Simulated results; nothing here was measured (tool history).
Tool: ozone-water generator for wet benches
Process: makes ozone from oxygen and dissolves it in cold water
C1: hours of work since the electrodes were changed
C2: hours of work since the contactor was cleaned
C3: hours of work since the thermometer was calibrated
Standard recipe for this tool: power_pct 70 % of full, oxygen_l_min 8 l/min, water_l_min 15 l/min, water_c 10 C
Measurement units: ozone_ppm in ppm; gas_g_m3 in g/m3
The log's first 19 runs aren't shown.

run 20 hour=568.7 | power_pct=89 oxygen_l_min=5.35 water_l_min=23 water_c=5 | C1=703 C2=1551 C3=1276 | ozone_ppm=47.3 gas_g_m3=381.5
run 21 hour=598.3 | power_pct=89 oxygen_l_min=5.35 water_l_min=23 water_c=5 | C1=721 C2=1569 C3=1294 | ozone_ppm=46.8 gas_g_m3=383.4
run 22 hour=615.5 | power_pct=71 oxygen_l_min=8 water_l_min=15 water_c=6 | C1=732 C2=1579 C3=1305 | ozone_ppm=58.6 gas_g_m3=274.5
run 23 hour=648.4 | power_pct=70 oxygen_l_min=4.2 water_l_min=10 water_c=10 | C1=752 C2=1600 C3=1325 | ozone_ppm=71.9 gas_g_m3=387.2
run 24 hour=675.4 | power_pct=70 oxygen_l_min=4.2 water_l_min=10 water_c=10 | C1=768 C2=1616 C3=1342 | ozone_ppm=72.1 gas_g_m3=386.5
run 25 hour=696 | power_pct=61 oxygen_l_min=4.05 water_l_min=15 water_c=14 | C1=781 C2=1629 C3=1354 | ozone_ppm=47.7 gas_g_m3=366.4
run 26 hour=734.3 | power_pct=61 oxygen_l_min=4.05 water_l_min=15 water_c=14 | C1=805 C2=1652 C3=1378 | ozone_ppm=48 gas_g_m3=365.8
run 27 hour=763.6 | power_pct=70 oxygen_l_min=9.45 water_l_min=14 water_c=10 | C1=823 C2=1670 C3=1396 | ozone_ppm=55.1 gas_g_m3=249.3
run 28 hour=786.1 | power_pct=63 oxygen_l_min=13.64 water_l_min=23 water_c=6 | C1=836 C2=1684 C3=1410 | ozone_ppm=39.5 gas_g_m3=195.4
run 29 hour=801.9 | power_pct=49 oxygen_l_min=9.54 water_l_min=9 water_c=13 | C1=846 C2=1694 C3=1419 | ozone_ppm=52.6 gas_g_m3=208
run 30 hour=833.4 | power_pct=49 oxygen_l_min=4.14 water_l_min=21 water_c=13 | C1=865 C2=1713 C3=1439 | ozone_ppm=33.3 gas_g_m3=326
run 31 hour=861.4 | power_pct=88 oxygen_l_min=12.67 water_l_min=16 water_c=11 | C1=883 C2=1730 C3=1456 | ozone_ppm=53.6 gas_g_m3=241.3
run 32 hour=889.1 | power_pct=88 oxygen_l_min=9.79 water_l_min=12 water_c=6 | C1=900 C2=1747 C3=1473 | ozone_ppm=71.8 gas_g_m3=276.6

Below are 4 alternative next runs, each starting from the tool's condition after run 32. Predict each:
run A hour=925.8 | power_pct=70 oxygen_l_min=8 water_l_min=13 water_c=10 | C1=922 C2=1770 C3=1495 | ozone_ppm=? gas_g_m3=?
run B hour=925.8 | power_pct=70 oxygen_l_min=9.13 water_l_min=15 water_c=17 | C1=922 C2=1770 C3=1495 | ozone_ppm=? gas_g_m3=?
run C hour=925.8 | power_pct=88 oxygen_l_min=9.79 water_l_min=24 water_c=6 | C1=922 C2=1770 C3=1495 | ozone_ppm=? gas_g_m3=?
run D hour=925.8 | power_pct=61 oxygen_l_min=9.79 water_l_min=12 water_c=6 | C1=922 C2=1770 C3=1495 | ozone_ppm=? gas_g_m3=?

run=A ozone_ppm=58.6 gas_g_m3=276
run=B ozone_ppm=46.3 gas_g_m3=255.8
run=C ozone_ppm=46.7 gas_g_m3=276
run=D ozone_ppm=60.1 gas_g_m3=231
Without the tool's unlogged condition, the same runs would have read:
run=A ozone_ppm=60 gas_g_m3=280
run=B ozone_ppm=47.4 gas_g_m3=259.5
run=C ozone_ppm=48 gas_g_m3=280.4
run=D ozone_ppm=61.4 gas_g_m3=234
